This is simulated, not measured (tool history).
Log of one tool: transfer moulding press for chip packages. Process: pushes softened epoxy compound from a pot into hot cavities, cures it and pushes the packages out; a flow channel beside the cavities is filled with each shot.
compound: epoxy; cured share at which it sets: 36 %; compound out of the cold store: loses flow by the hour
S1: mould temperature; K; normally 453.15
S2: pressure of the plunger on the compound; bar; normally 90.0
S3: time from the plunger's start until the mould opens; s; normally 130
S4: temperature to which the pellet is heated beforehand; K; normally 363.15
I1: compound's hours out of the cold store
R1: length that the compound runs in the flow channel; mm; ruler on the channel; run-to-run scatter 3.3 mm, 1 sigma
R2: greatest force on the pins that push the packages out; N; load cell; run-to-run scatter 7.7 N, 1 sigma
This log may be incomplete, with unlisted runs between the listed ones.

run	hour	S1	S2	S3	S4	I1	R1	R2
1	0.0	453.15	90.0	130	363.15	40.6	637	435
2	10.2	453.15	90.0	130	363.15	18.4	697	471
# hour 14.7: mould's thermocouples calibrated
# hour 20.6: cavities cleaned with cleaning compound and waxed
3	20.6	453.15	90.0	130	363.15	14.8	708	500
4	31.5	453.15	90.0	130	363.15	45.3	620	516
5	38.5	453.15	90.0	130	363.15	44.3	627	503
# hour 41.1: cavities cleaned with cleaning compound and waxed, once more
6	51.0	453.15	88.2	130	363.15	35.3	637	377
7	57.8	453.15	88.2	130	363.15	37.4	633	398
8	62.3	453.15	88.2	130	363.15	18.2	694	412
9	67.1	453.15	90.0	130	363.15	20.9	677	450
10	77.7	453.15	90.0	130	363.15	27.0	666	476
# hour 85.8: cavities cleaned with cleaning compound and waxed
11	90.1	453.15	90.0	130	363.15	23.7	673	349
12	95.3	453.15	90.0	130	363.15	33.4	645	378
13	102.1	456.15	90.0	130	363.15	41.2	619	356
14	110.2	455.15	86.3	120	362.15	16.0	678	445
15	117.2	449.15	82.8	116	370.15	37.7	616	662
16	128.4	454.15	90.0	129	363.15	13.3	699	461
# hour 130.9: cavities cleaned with cleaning compound and waxed
17	139.2	454.15	90.0	129	363.15	27.9	656	371
18	149.1	460.15	108.3	112	359.15	39.2	678	395
19	157.1	453.15	90.0	132	353.15	29.7	659	429

Run 20 comes next. What will it give?
20	164.6	446.15	90.0	132	359.15	45.4	?	?

R1: 625 mm
R2: 621 N
If the tool had no hidden condition, the same run with the same run-to-run variation would have returned R1 651 mm, R2 459 N.

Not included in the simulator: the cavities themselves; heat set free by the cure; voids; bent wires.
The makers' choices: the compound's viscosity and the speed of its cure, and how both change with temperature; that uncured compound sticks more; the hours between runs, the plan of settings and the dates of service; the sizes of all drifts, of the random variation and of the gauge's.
